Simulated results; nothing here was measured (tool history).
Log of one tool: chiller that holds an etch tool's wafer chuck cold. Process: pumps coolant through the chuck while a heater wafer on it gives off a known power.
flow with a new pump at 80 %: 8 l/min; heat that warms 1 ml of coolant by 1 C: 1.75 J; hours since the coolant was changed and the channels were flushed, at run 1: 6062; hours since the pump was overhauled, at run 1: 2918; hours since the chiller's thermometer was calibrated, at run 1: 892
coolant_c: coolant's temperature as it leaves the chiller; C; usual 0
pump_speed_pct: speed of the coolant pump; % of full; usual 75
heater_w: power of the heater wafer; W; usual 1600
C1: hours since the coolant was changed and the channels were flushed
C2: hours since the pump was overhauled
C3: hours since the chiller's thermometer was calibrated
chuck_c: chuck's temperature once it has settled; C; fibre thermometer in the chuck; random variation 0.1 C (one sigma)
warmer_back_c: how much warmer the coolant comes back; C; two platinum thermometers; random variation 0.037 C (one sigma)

run 1 hour=0 | coolant_c=0 pump_speed_pct=75 heater_w=1600 | C1=6062 C2=2918 C3=892 | chuck_c=19.3 warmer_back_c=7.36
run 2 hour=135.3 | coolant_c=0 pump_speed_pct=75 heater_w=1600 | C1=6198 C2=3054 C3=1027 | chuck_c=19.2 warmer_back_c=7.33
run 3 hour=356.1 | coolant_c=0 pump_speed_pct=75 heater_w=1600 | C1=6418 C2=3274 C3=1248 | chuck_c=19.1 warmer_back_c=7.34
run 4 hour=492.5 | coolant_c=-9 pump_speed_pct=75 heater_w=1600 | C1=6555 C2=3411 C3=1384 | chuck_c=10.2 warmer_back_c=7.37
run 5 hour=697.6 | coolant_c=0 pump_speed_pct=99 heater_w=1600 | C1=6760 C2=3616 C3=1589 | chuck_c=15.2 warmer_back_c=5.31
run 6 hour=866.6 | coolant_c=0 pump_speed_pct=99 heater_w=1600 | C1=6929 C2=3785 C3=1758 | chuck_c=15.3 warmer_back_c=5.32
run 7 hour=974.4 | coolant_c=0 pump_speed_pct=99 heater_w=1600 | C1=7037 C2=3893 C3=1866 | chuck_c=15.4 warmer_back_c=5.31
run 8 hour=1145.3 | coolant_c=0 pump_speed_pct=84 heater_w=1145 | C1=7208 C2=4064 C3=2037 | chuck_c=12.5 warmer_back_c=4.53
-- hour=1274.9 chiller's thermometer calibrated
run 9 hour=1364.8 | coolant_c=5 pump_speed_pct=75 heater_w=1600 | C1=7426 C2=4282 C3=90 | chuck_c=24.2 warmer_back_c=7.28
run 10 hour=1480.9 | coolant_c=5 pump_speed_pct=75 heater_w=1600 | C1=7542 C2=4398 C3=206 | chuck_c=24.2 warmer_back_c=7.21
run 11 hour=1612.8 | coolant_c=0 pump_speed_pct=87 heater_w=1600 | C1=7674 C2=4530 C3=338 | chuck_c=17 warmer_back_c=6.06
run 12 hour=1806.3 | coolant_c=0 pump_speed_pct=87 heater_w=1600 | C1=7868 C2=4724 C3=531 | chuck_c=17 warmer_back_c=6.08
run 13 hour=2009.8 | coolant_c=0 pump_speed_pct=66 heater_w=1600 | C1=8071 C2=4927 C3=735 | chuck_c=21.2 warmer_back_c=8.29

3 ways to go on from here, each from the tool as it stands after run 13. What would each give?
run A hour=2219.2 | coolant_c=5 pump_speed_pct=75 heater_w=807 | C1=8280 C2=5136 C3=944 | chuck_c=? warmer_back_c=?
run B hour=2219.2 | coolant_c=0 pump_speed_pct=91 heater_w=1600 | C1=8280 C2=5136 C3=944 | chuck_c=? warmer_back_c=?
run C hour=2219.2 | coolant_c=3 pump_speed_pct=69 heater_w=1572 | C1=8280 C2=5136 C3=944 | chuck_c=? warmer_back_c=?

run=A chuck_c=14.7 warmer_back_c=3.47
run=B chuck_c=16.4 warmer_back_c=5.73
run=C chuck_c=23.1 warmer_back_c=7.7
Without the tool's hidden state the same runs would have given:
run=A chuck_c=14.7 warmer_back_c=3.71
run=B chuck_c=16.3 warmer_back_c=5.96
run=C chuck_c=23.1 warmer_back_c=7.93
